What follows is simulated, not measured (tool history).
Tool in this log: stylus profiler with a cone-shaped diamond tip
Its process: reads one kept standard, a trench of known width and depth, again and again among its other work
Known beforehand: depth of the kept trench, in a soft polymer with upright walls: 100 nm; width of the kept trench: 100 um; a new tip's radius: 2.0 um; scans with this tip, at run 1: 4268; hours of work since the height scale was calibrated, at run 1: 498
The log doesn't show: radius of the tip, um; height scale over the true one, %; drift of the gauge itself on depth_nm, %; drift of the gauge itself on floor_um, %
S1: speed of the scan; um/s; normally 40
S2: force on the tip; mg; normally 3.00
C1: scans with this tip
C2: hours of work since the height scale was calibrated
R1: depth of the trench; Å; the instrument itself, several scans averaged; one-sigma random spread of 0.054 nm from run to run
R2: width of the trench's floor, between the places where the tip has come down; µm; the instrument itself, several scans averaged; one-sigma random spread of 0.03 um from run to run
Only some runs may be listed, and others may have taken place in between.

| run | day | S1 | S2 | C1 | C2 | R1 | R2 |
|---|---|---|---|---|---|---|---|
| 1 | 0.000 | 40 | 3.00 | 4268 | 498 | 1005.0 | 98.50 |
| 2 | 1.625 | 40 | 3.00 | 4519 | 527 | 1004.7 | 98.48 |
| 3 | 2.638 | 40 | 3.00 | 4675 | 546 | 1004.2 | 98.48 |
| 4 | 4.317 | 40 | 3.00 | 4934 | 576 | 1004.0 | 98.46 |
| 5 | 6.350 | 40 | 3.00 | 5248 | 613 | 1003.4 | 98.44 |
| 6 | 7.738 | 14 | 3.00 | 5461 | 637 | 1003.9 | 98.52 |
| 7 | 9.092 | 31 | 3.00 | 5670 | 662 | 1003.8 | 98.51 |
| 8 | 10.683 | 31 | 3.00 | 5916 | 691 | 1003.9 | 98.45 |
| 9 | 12.150 | 40 | 2.99 | 6142 | 717 | 1003.2 | 98.48 |
| 10 | 14.008 | 36 | 1.35 | 6428 | 750 | 1000.7 | 98.38 |
| 11 | 16.308 | 36 | 1.35 | 6783 | 792 | 1000.5 | 98.33 |
| 12 | 18.329 | 68 | 2.14 | 7095 | 828 | 1001.7 | 98.29 |
| 13 | 19.512 | 82 | 4.31 | 7277 | 849 | 1005.0 | 98.36 |
| 14 | 21.329 | 82 | 4.31 | 7557 | 882 | 1005.0 | 98.27 |
| 15 | 23.083 | 82 | 4.31 | 7828 | 914 | 1004.4 | 98.32 |
| 16 | 25.254 | 40 | 2.99 | 8162 | 953 | 1002.9 | 98.39 |
| 17 | 27.154 | 40 | 2.24 | 8456 | 987 | 1001.1 | 98.33 |
|  | 27.917 | height scale calibrated on a step standard |
| 18 | 29.350 | 65 | 1.19 | 8791 | 26 | 1003.7 | 98.12 |

Branching from run 18: 4 alternative next runs. What would each branch give?
| A | 31.088 | 65 | 4.48 | 9059 | 57 | ? | ? |
| B | 31.088 | 15 | 5.54 | 9059 | 57 | ? | ? |
| C | 31.088 | 43 | 1.18 | 9059 | 57 | ? | ? |
| D | 31.088 | 28 | 3.75 | 9059 | 57 | ? | ? |

| run | R1 | R2 |
|---|---|---|
| A | 1008.6 | 98.30 |
| B | 1010.3 | 98.45 |
| C | 1003.9 | 98.24 |
| D | 1006.9 | 98.43 |
Without the tool's unlogged condition, the same runs would have read:
| run | R1 | R2 |
|---|---|---|
| A | 1008.8 | 98.59 |
| B | 1010.5 | 98.74 |
| C | 1004.1 | 98.53 |
| D | 1007.1 | 98.72 |
